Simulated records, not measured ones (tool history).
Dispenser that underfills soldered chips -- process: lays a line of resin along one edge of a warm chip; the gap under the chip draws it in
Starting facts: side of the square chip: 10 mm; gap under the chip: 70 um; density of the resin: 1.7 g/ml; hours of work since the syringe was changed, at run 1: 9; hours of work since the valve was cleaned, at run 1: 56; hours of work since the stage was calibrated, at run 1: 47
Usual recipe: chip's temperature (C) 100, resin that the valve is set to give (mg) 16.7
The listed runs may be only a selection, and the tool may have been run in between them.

run    day  chip's temperature (C)  resin that the valve is set to give (mg)  hours of work since the syringe was changed  hours of work since the valve was cleaned  hours of work since the stage was calibrated  time until the resin shows at the far edge (s)  resin that the valve gave (mg)
  1  0.000                     100                                      16.7                                            9                                         56                                            47                                           109.0                           16.20
     0.050  -- new syringe of resin
  2  0.246                     100                                      16.7                                            3                                         60                                            51                                            86.7                           16.30
     0.600  -- new syringe of resin
     0.679  -- dispensing valve cleaned and set on the balance
  3  0.704                     100                                      16.7                                            1                                          0                                            58                                            75.7                           16.59
     1.179  -- new syringe of resin
  4  1.238                     100                                      21.1                                            1                                         10                                            67                                            74.7                           20.99
  5  1.554                     113                                      16.7                                            7                                         15                                            73                                            71.9                           16.50
     1.708  -- new syringe of resin
  6  1.854                     111                                      16.7                                            3                                         20                                            78                                            60.4                           16.57
     2.242  -- new syringe of resin
  7  2.358                     111                                      16.7                                            2                                         29                                            87                                            60.8                           16.42
     2.779  -- new syringe of resin
  8  2.933                     113                                      16.7                                            3                                         39                                            97                                            60.3                           16.44
     3.308  -- new syringe of resin
  9  3.375                     103                                      18.7                                            1                                         47                                           105                                            70.0                           18.21
 10  3.612                     110                                      19.6                                            5                                         51                                           109                                            71.3                           19.01
     3.846  -- new syringe of resin
 11  4.125                     101                                      17.6                                            5                                         60                                           118                                            88.6                           17.10
     4.388  -- new syringe of resin
     4.571  -- dispensing valve cleaned and set on the balance
 12  4.588                     106                                      15.5                                            3                                          0                                           125                                            74.0                           15.50
     4.958  -- new syringe of resin
 13  5.004                     103                                      14.5                                            1                                          7                                           132                                            70.9                           14.40
 14  5.371                     103                                      14.5                                            7                                         14                                           139                                            97.9                           14.46

Measured minus without-hidden-state, run by run (identical run-to-run variation in each term; gauge scatter may differ):
Hidden conditions of the tool in this case: resin's viscosity, % of fresh resin's; dose that the valve gives, % of what is set; true chip temperature over the reading, C; drift of the gauge itself on fill_s, %; drift of the gauge itself on given_mg, %.
run  time until the resin shows at the far edge (s)  resin that the valve gave (mg)
  1                                           +35.8                           -0.46
  2                                           +12.1                           -0.49
  3                                            +3.4                           +0.00
  4                                            +3.4                           -0.11
  5                                           +19.2                           -0.13
  6                                            +5.7                           -0.18
  7                                            +6.1                           -0.25
  8                                            +6.6                           -0.34
  9                                            +3.7                           -0.45
 10                                           +15.5                           -0.52
 11                                           +17.0                           -0.55
 12                                            +9.5                           -0.03
 13                                            +1.2                           -0.08
 14                                           +26.9                           -0.13
